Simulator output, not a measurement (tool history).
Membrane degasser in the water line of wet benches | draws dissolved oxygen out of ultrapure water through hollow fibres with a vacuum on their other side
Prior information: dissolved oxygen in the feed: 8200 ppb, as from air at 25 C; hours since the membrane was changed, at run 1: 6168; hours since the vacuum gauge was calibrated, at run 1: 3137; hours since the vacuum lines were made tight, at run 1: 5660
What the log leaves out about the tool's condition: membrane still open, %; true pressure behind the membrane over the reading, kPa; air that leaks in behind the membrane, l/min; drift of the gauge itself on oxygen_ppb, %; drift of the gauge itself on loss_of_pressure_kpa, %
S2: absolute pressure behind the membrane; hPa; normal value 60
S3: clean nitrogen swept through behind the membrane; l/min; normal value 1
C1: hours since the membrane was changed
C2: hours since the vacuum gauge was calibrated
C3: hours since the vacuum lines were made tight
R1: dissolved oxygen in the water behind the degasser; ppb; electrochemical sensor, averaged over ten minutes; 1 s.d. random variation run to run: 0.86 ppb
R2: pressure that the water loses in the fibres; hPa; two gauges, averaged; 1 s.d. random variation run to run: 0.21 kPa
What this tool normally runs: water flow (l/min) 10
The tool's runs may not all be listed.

{"run": 1, "hour": 0.0, "water flow (l/min)": 10, "S2": 60, "S3": 1, "C1": 6168, "C2": 3137, "C3": 5660, "R1": 88.8, "R2": 525.9}
{"run": 2, "hour": 278.6, "water flow (l/min)": 10, "S2": 60, "S3": 1, "C1": 6447, "C2": 3415, "C3": 5938, "R1": 89.6, "R2": 524.7}
{"run": 3, "hour": 449.7, "water flow (l/min)": 10, "S2": 60, "S3": 0.41, "C1": 6618, "C2": 3587, "C3": 6109, "R1": 174.8, "R2": 526.2}
{"run": 4, "hour": 720.5, "water flow (l/min)": 10, "S2": 60, "S3": 0.46, "C1": 6888, "C2": 3857, "C3": 6380, "R1": 160.5, "R2": 527.1}
{"run": 5, "hour": 957.5, "water flow (l/min)": 10, "S2": 60, "S3": 1, "C1": 7125, "C2": 4094, "C3": 6617, "R1": 91, "R2": 525.6}
{"run": 6, "hour": 1301.1, "water flow (l/min)": 10, "S2": 60, "S3": 1, "C1": 7469, "C2": 4438, "C3": 6961, "R1": 90.8, "R2": 528.6}
{"run": 7, "hour": 1466.5, "water flow (l/min)": 10, "S2": 60, "S3": 1, "C1": 7634, "C2": 4603, "C3": 7126, "R1": 91, "R2": 528.5}
{"run": 8, "hour": 1690.7, "water flow (l/min)": 10, "S2": 60, "S3": 1, "C1": 7859, "C2": 4828, "C3": 7350, "R1": 92.4, "R2": 530.3}
{"run": 9, "hour": 1969.6, "water flow (l/min)": 10, "S2": 60, "S3": 1, "C1": 8138, "C2": 5106, "C3": 7629, "R1": 92.9, "R2": 532.9}
{"run": 10, "hour": 2211.7, "water flow (l/min)": 10, "S2": 60, "S3": 1, "C1": 8380, "C2": 5348, "C3": 7871, "R1": 94.2, "R2": 530.6}
{"run": 11, "hour": 2511.7, "water flow (l/min)": 10, "S2": 60, "S3": 1, "C1": 8680, "C2": 5648, "C3": 8171, "R1": 94.7, "R2": 534.1}
{"hour": 2534.0, "done": "vacuum gauge calibrated"}
{"run": 12, "hour": 2705.1, "water flow (l/min)": 10, "S2": 60, "S3": 1, "C1": 8873, "C2": 171, "C3": 8364, "R1": 96.8, "R2": 533.6}
{"run": 13, "hour": 2892.5, "water flow (l/min)": 10, "S2": 60, "S3": 1, "C1": 9060, "C2": 359, "C3": 8552, "R1": 95.6, "R2": 529.6}
{"run": 14, "hour": 3238.9, "water flow (l/min)": 10, "S2": 60, "S3": 1, "C1": 9406, "C2": 705, "C3": 8898, "R1": 96.6, "R2": 530.6}
{"hour": 3459.5, "done": "vacuum gauge calibrated, once more"}
{"run": 15, "hour": 3495.4, "water flow (l/min)": 10, "S2": 60, "S3": 1, "C1": 9662, "C2": 36, "C3": 9154, "R1": 92.3, "R2": 537.3}
{"run": 16, "hour": 3710.5, "water flow (l/min)": 10, "S2": 60, "S3": 1, "C1": 9877, "C2": 251, "C3": 9369, "R1": 90.4, "R2": 536.9}
{"hour": 3885.5, "done": "seals of the vacuum lines changed"}
{"run": 17, "hour": 4055.2, "water flow (l/min)": 10, "S2": 60, "S3": 1, "C1": 10220, "C2": 594, "C3": 170, "R1": 88.9, "R2": 538.6}
{"run": 18, "hour": 4323.0, "water flow (l/min)": 6, "S2": 77.2, "S3": 0.99, "C1": 10488, "C2": 862, "C3": 438, "R1": 74.7, "R2": 324.7}
{"run": 19, "hour": 4486.5, "water flow (l/min)": 6, "S2": 77.2, "S3": 0.99, "C1": 10652, "C2": 1025, "C3": 601, "R1": 76.6, "R2": 325.3}
{"run": 20, "hour": 4759.7, "water flow (l/min)": 9, "S2": 60.6, "S3": 1, "C1": 10925, "C2": 1298, "C3": 874, "R1": 82.2, "R2": 487.1}
{"run": 21, "hour": 5104.6, "water flow (l/min)": 14, "S2": 120.7, "S3": 1, "C1": 11270, "C2": 1643, "C3": 1219, "R1": 320, "R2": 758.1}
{"run": 22, "hour": 5401.7, "water flow (l/min)": 12, "S2": 48.3, "S3": 1, "C1": 11567, "C2": 1940, "C3": 1516, "R1": 80, "R2": 651.1}
{"run": 23, "hour": 5556.2, "water flow (l/min)": 10, "S2": 60, "S3": 0.43, "C1": 11721, "C2": 2095, "C3": 1671, "R1": 168.4, "R2": 540.3}
{"run": 24, "hour": 5727.5, "water flow (l/min)": 10, "S2": 60, "S3": 0.43, "C1": 11892, "C2": 2266, "C3": 1842, "R1": 172, "R2": 543.5}
{"run": 25, "hour": 5947.4, "water flow (l/min)": 10, "S2": 60, "S3": 0.43, "C1": 12112, "C2": 2486, "C3": 2062, "R1": 171, "R2": 545.9}
{"run": 26, "hour": 6125.8, "water flow (l/min)": 7, "S2": 60, "S3": 1.12, "C1": 12291, "C2": 2664, "C3": 2240, "R1": 56.4, "R2": 383.4}
{"run": 27, "hour": 6297.3, "water flow (l/min)": 7, "S2": 61.3, "S3": 0.65, "C1": 12462, "C2": 2836, "C3": 2412, "R1": 91, "R2": 377.1}
{"run": 28, "hour": 6580.8, "water flow (l/min)": 7, "S2": 61.3, "S3": 0.65, "C1": 12746, "C2": 3119, "C3": 2695, "R1": 90.8, "R2": 383.3}
{"run": 29, "hour": 6947.0, "water flow (l/min)": 7, "S2": 61.3, "S3": 0.65, "C1": 13112, "C2": 3485, "C3": 3061, "R1": 92.9, "R2": 382.7}
{"run": 30, "hour": 7097.2, "water flow (l/min)": 12, "S2": 36.8, "S3": 0.65, "C1": 13262, "C2": 3636, "C3": 3212, "R1": 60.6, "R2": 657.5}
{"run": 31, "hour": 7258.8, "water flow (l/min)": 12, "S2": 36.8, "S3": 0.65, "C1": 13424, "C2": 3797, "C3": 3373, "R1": 61.4, "R2": 657.6}
{"run": 32, "hour": 7527.6, "water flow (l/min)": 6, "S2": 78, "S3": 1.35, "C1": 13693, "C2": 4066, "C3": 3642, "R1": 64.2, "R2": 329.3}
{"run": 33, "hour": 7727.6, "water flow (l/min)": 6, "S2": 78, "S3": 1.35, "C1": 13893, "C2": 4266, "C3": 3842, "R1": 64.2, "R2": 331.3}

3 ways to go on from here, each from the tool as it stands after run 33. What would each give?
{"run": "A", "hour": 8077.3, "water flow (l/min)": 8, "S2": 109.2, "S3": 2.12, "C1": 14242, "C2": 4616, "C3": 4192, "R1": "?", "R2": "?"}
{"run": "B", "hour": 8077.3, "water flow (l/min)": 8, "S2": 76.7, "S3": 1.73, "C1": 14242, "C2": 4616, "C3": 4192, "R1": "?", "R2": "?"}
{"run": "C", "hour": 8077.3, "water flow (l/min)": 14, "S2": 36.9, "S3": 1, "C1": 14242, "C2": 4616, "C3": 4192, "R1": "?", "R2": "?"}

run=A R1=93.3 R2=444.1
run=B R1=72.3 R2=443.2
run=C R1=70 R2=773.7
Without the tool's hidden state the same runs would have given:
run=A R1=80.7 R2=404.2
run=B R1=60.2 R2=403.5
run=C R1=44.2 R2=704.1
